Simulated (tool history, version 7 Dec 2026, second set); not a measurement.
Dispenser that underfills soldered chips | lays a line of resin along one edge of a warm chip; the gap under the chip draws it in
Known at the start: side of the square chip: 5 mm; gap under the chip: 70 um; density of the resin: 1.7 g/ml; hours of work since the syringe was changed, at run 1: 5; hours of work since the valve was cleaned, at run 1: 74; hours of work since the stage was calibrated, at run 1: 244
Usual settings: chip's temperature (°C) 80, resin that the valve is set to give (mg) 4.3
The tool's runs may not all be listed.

run    day  chip's temperature (°C)  resin that the valve is set to give (mg)  hours of work since the syringe was changed  hours of work since the valve was cleaned  hours of work since the stage was calibrated  time until the resin shows at the far edge (s)  resin that the valve gave (mg)
  1      0                       80                                       4.3                                            5                                         74                                           244                                            21.9                            4.01
     0.054  -- new syringe of resin
  2  0.296                       80                                       4.3                                            4                                         78                                           249                                            22.2                            4.12
     0.375  -- new syringe of resin
  3  0.621                       80                                       4.3                                            4                                         84                                           254                                              22                            3.99
     0.692  -- new syringe of resin
     1.029  -- new syringe of resin
  4  1.071                       80                                       4.3                                            1                                         91                                           262                                            19.9                            4.06
  5  1.279                       80                                       4.3                                            4                                         95                                           265                                            22.7                             3.9
      1.35  -- new syringe of resin
  6  1.521                       80                                       4.3                                            3                                         98                                           269                                            20.5                            3.89
     1.662  -- new syringe of resin
  7  1.733                       80                                       4.3                                            1                                        102                                           273                                            20.5                            3.98
         2  -- new syringe of resin
  8  2.025                       80                                      4.16                                            0                                        107                                           277                                            18.3                             3.9
     2.317  -- new syringe of resin
  9  2.329                       80                                      4.16                                            0                                        112                                           282                                            18.7                            3.77
     2.625  -- new syringe of resin
 10  2.625                       80                                      4.75                                            0                                        117                                           287                                            19.1                            4.28
     2.958  -- new syringe of resin
 11  3.096                       93                                       4.5                                            2                                        124                                           295                                              14                            4.11
     3.283  -- new syringe of resin
 12  3.417                       93                                       4.5                                            2                                        130                                           300                                            14.1                            4.04
     3.588  -- new syringe of resin
 13  3.862                       66                                      4.97                                            5                                        137                                           308                                            32.3                            4.39

4 ways to go on from here, each from the tool as it stands after run 13. What would each give?
     3.908  -- new syringe of resin
     4.221  -- new syringe of resin
     4.262  -- dispensing valve cleaned and set on the balance
  A  4.342                       66                                      5.44                                            1                                          1                                           315                                               ?                               ?
     3.908  -- new syringe of resin
     4.221  -- new syringe of resin
     4.262  -- dispensing valve cleaned and set on the balance
  B  4.342                       68                                      4.44                                            1                                          1                                           315                                               ?                               ?
     3.908  -- new syringe of resin
     4.221  -- new syringe of resin
     4.262  -- dispensing valve cleaned and set on the balance
  C  4.342                       92                                      4.09                                            1                                          1                                           315                                               ?                               ?
     3.908  -- new syringe of resin
     4.221  -- new syringe of resin
     4.262  -- dispensing valve cleaned and set on the balance
  D  4.342                       79                                      5.02                                            1                                          1                                           315                                               ?                               ?

run  time until the resin shows at the far edge (s)  resin that the valve gave (mg)
  A                                            28.8                            5.44
  B                                            28.3                            4.48
  C                                              15                            4.05
  D                                            19.4                            5.07
Without the tool's hidden state the same runs would have given:
run  time until the resin shows at the far edge (s)  resin that the valve gave (mg)
  A                                            28.4                            5.45
  B                                              28                            4.49
  C                                            14.7                            4.05
  D                                            19.1                            5.08

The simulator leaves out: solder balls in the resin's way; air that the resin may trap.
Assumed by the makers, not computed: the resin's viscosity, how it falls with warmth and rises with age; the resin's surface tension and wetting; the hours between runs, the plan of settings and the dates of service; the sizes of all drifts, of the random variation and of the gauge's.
